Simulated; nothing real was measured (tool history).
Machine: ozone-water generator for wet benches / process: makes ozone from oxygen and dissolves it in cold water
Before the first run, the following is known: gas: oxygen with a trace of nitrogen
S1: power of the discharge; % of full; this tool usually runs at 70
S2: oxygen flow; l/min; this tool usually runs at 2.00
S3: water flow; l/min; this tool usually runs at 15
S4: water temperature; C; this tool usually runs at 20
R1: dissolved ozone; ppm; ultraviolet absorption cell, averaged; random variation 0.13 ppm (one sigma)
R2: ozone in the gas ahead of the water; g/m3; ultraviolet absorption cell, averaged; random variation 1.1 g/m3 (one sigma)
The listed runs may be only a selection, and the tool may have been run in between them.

run   hour  S1    S2  S3  S4    R1     R2
  1    0.0  70  2.00  15  20  12.3  185.8
  2   31.3  70  2.00  15  20  12.5  187.4
  3   57.6  70  2.00  15  20  12.4  187.2
  4   90.2  70  2.00  16  20  11.5  186.8
  5  111.0  70  2.00  16  20  11.8  184.6
  6  140.5  70  2.00  15  20  12.2  187.4
  7  157.9  70  1.21  15  20  10.5  228.0
  8  185.2  70  1.21  15  20  10.4  225.9
  9  216.3  70  1.21  15  20  10.2  225.5
 10  230.5  70  1.21  15  21  10.3  229.0
 11  262.6  70  1.21  15  21  10.2  228.2
 12  284.9  70  1.77  15  20  11.7  196.4
 13  314.5  70  2.00  15  17  12.6  183.9
 14  347.2  70  2.00  15  17  12.2  184.5
 15  368.3  70  2.00  15  17  12.3  184.2
 16  382.6  70  2.00  15  17  12.5  184.7
     384.6  -- water thermometer calibrated
 17  404.7  70  2.00  15  15  12.8  183.2
 18  423.2  70  2.07  15  22  11.9  181.1
 19  445.0  70  1.40  15  27  10.1  212.2
 20  468.2  70  1.40  15  27  10.1  212.2
 21  490.3  70  1.40  15  13  11.3  210.4
     512.2  -- water thermometer calibrated, once more
 22  515.0  70  1.40  15  13  11.3  212.9
 23  537.1  86  2.00  12  20  17.4  215.6
 24  567.4  86  2.00  12  20  16.9  216.9
 25  586.2  86  2.00  12  20  17.0  215.5
 26  614.2  60  1.68  12  20  12.2  173.9
 27  646.8  60  1.68  12  20  12.2  172.0
 28  668.7  60  1.68  12  20  12.0  171.7
 29  686.8  60  1.68  12  13  13.1  171.4
 30  712.1  70  3.12  15  27  12.2  151.4
 31  732.3  64  1.62  13  23  11.5  182.9
 32  749.1  64  1.62  13  23  11.5  184.7
 33  777.8  64  1.62  13  23  11.5  182.8

Predict each of these 4 candidate next runs independently; none follows another, all start after run 33:
  A  801.4  43  2.37  13  23   ?   ?
  B  801.4  83  1.75  11  20   ?   ?
  C  801.4  58  1.91  13  26   ?   ?
  D  801.4  62  1.62  13  23   ?   ?

run    R1     R2
  A   9.0  111.9
  B  17.3  218.8
  C  10.9  158.0
  D  11.2  177.7
With no hidden state in the tool, these same runs would have given:
run    R1     R2
  A   9.3  114.9
  B  18.4  230.2
  C  11.5  164.0
  D  11.8  184.9
